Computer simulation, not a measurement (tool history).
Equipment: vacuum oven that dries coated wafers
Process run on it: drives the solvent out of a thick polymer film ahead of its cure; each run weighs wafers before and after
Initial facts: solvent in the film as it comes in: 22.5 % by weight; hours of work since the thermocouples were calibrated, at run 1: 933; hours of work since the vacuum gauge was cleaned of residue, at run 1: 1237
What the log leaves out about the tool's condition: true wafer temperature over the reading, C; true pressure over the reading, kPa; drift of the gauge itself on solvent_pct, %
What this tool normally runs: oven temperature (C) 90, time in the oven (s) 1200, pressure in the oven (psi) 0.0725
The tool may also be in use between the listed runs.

| run | hour | oven temperature (C) | time in the oven (s) | pressure in the oven (psi) | hours of work since the thermocouples were calibrated | hours of work since the vacuum gauge was cleaned of residue | solvent left in the film (%) |
|---|---|---|---|---|---|---|---|
| 1 | 0 | 90 | 1200 | 0.0725 | 933 | 1237 | 1.65 |
| 2 | 36.9 | 90 | 1200 | 0.0725 | 955 | 1259 | 1.69 |
| 3 | 67.7 | 90 | 1200 | 0.0725 | 973 | 1277 | 1.62 |
| 4 | 107.6 | 90 | 1200 | 0.1814 | 997 | 1301 | 2.08 |
| 5 | 130.9 | 90 | 1200 | 0.0725 | 1011 | 1315 | 1.64 |
| 6 | 161.4 | 90 | 1200 | 0.0725 | 1029 | 1333 | 1.63 |
| 7 | 198.3 | 90 | 1200 | 0.0725 | 1051 | 1355 | 1.65 |
|  | 203.6 | oven's thermocouples calibrated |
| 8 | 225.8 | 90 | 1200 | 0.0962 | 13 | 1370 | 1.74 |
| 9 | 262.4 | 90 | 840 | 0.0725 | 35 | 1392 | 2.99 |
| 10 | 311.5 | 90 | 1200 | 0.0725 | 64 | 1421 | 1.67 |
| 11 | 334.1 | 90 | 1200 | 0.0725 | 78 | 1435 | 1.64 |
|  | 339.1 | vacuum gauge cleaned of residue and calibrated |
| 12 | 364.4 | 90 | 1200 | 0.1124 | 95 | 15 | 1.86 |
| 13 | 392.7 | 90 | 1200 | 0.1124 | 112 | 32 | 1.92 |
| 14 | 445 | 90 | 1200 | 0.1124 | 143 | 63 | 1.9 |
| 15 | 479.2 | 90 | 1200 | 0.1124 | 163 | 83 | 1.83 |
| 16 | 514.1 | 90 | 1200 | 0.1124 | 184 | 104 | 1.92 |
| 17 | 536.1 | 90 | 1920 | 0.0725 | 197 | 117 | 0.88 |
|  | 561.2 | vacuum gauge cleaned of residue and calibrated, once more |
| 18 | 567 | 90 | 1920 | 0.0725 | 214 | 3 | 0.46 |
| 19 | 603.1 | 90 | 1920 | 0.0725 | 236 | 25 | 0.48 |
| 20 | 652 | 90 | 1920 | 0.0725 | 265 | 54 | 0.43 |
| 21 | 688.9 | 76 | 1920 | 0.0725 | 287 | 76 | 1.96 |
| 22 | 736.4 | 90 | 1260 | 0.0461 | 315 | 104 | 1.19 |
| 23 | 776.3 | 88 | 1260 | 0.0461 | 339 | 128 | 1.44 |
| 24 | 810.1 | 88 | 1260 | 0.0461 | 359 | 148 | 1.47 |
| 25 | 850.9 | 88 | 1260 | 0.0461 | 384 | 172 | 1.49 |
| 26 | 902.5 | 88 | 1260 | 0.0461 | 414 | 203 | 1.46 |
| 27 | 934.4 | 88 | 1260 | 0.0461 | 433 | 222 | 1.4 |
| 28 | 986.7 | 88 | 1260 | 0.0547 | 464 | 253 | 1.48 |
| 29 | 1039 | 88 | 1260 | 0.0547 | 495 | 284 | 1.56 |
| 30 | 1085.4 | 89 | 1200 | 0.064 | 523 | 312 | 1.6 |
| 31 | 1136.6 | 89 | 720 | 0.0531 | 554 | 343 | 3.99 |
| 32 | 1188.1 | 89 | 720 | 0.0531 | 584 | 373 | 3.97 |
| 33 | 1238.5 | 89 | 720 | 0.0531 | 614 | 403 | 3.9 |
| 34 | 1288.6 | 89 | 720 | 0.0531 | 644 | 433 | 4.04 |
| 35 | 1332.3 | 89 | 720 | 0.0531 | 670 | 459 | 3.91 |
| 36 | 1364.1 | 89 | 720 | 0.0531 | 689 | 478 | 4.02 |
| 37 | 1409.1 | 78 | 720 | 0.0725 | 716 | 505 | 7.07 |

A few steps of solvent left in the film (%) between consecutive runs. Split each: what settings, incoming material and random variation would produce without the hidden state, and what is left over for the hidden state, along with gauge scatter present in only one of the two compared results (measured, and without hidden state):
Run 11 -> 12: pressure in the oven (psi) 0.0725 -> 0.1124, vacuum gauge cleaned of residue and calibrated. solvent left in the film (%) +0.22: hidden state +0.12, all else +0.1.
Run 17 -> 18: vacuum gauge cleaned of residue and calibrated, once more. solvent left in the film (%) -0.42: hidden state -0.36, all else -0.06.
Run 20 -> 21: oven temperature (C) 90 -> 76. solvent left in the film (%) +1.53: hidden state +0.07, all else +1.46.
Run 30 -> 31: time in the oven (s) 1200 -> 720, pressure in the oven (psi) 0.064 -> 0.0531. solvent left in the film (%) +2.39: hidden state +0.07, all else +2.32.
Run 36 -> 37: oven temperature (C) 89 -> 78, pressure in the oven (psi) 0.0531 -> 0.0725. solvent left in the film (%) +3.05: hidden state +0.07, all else +2.98.
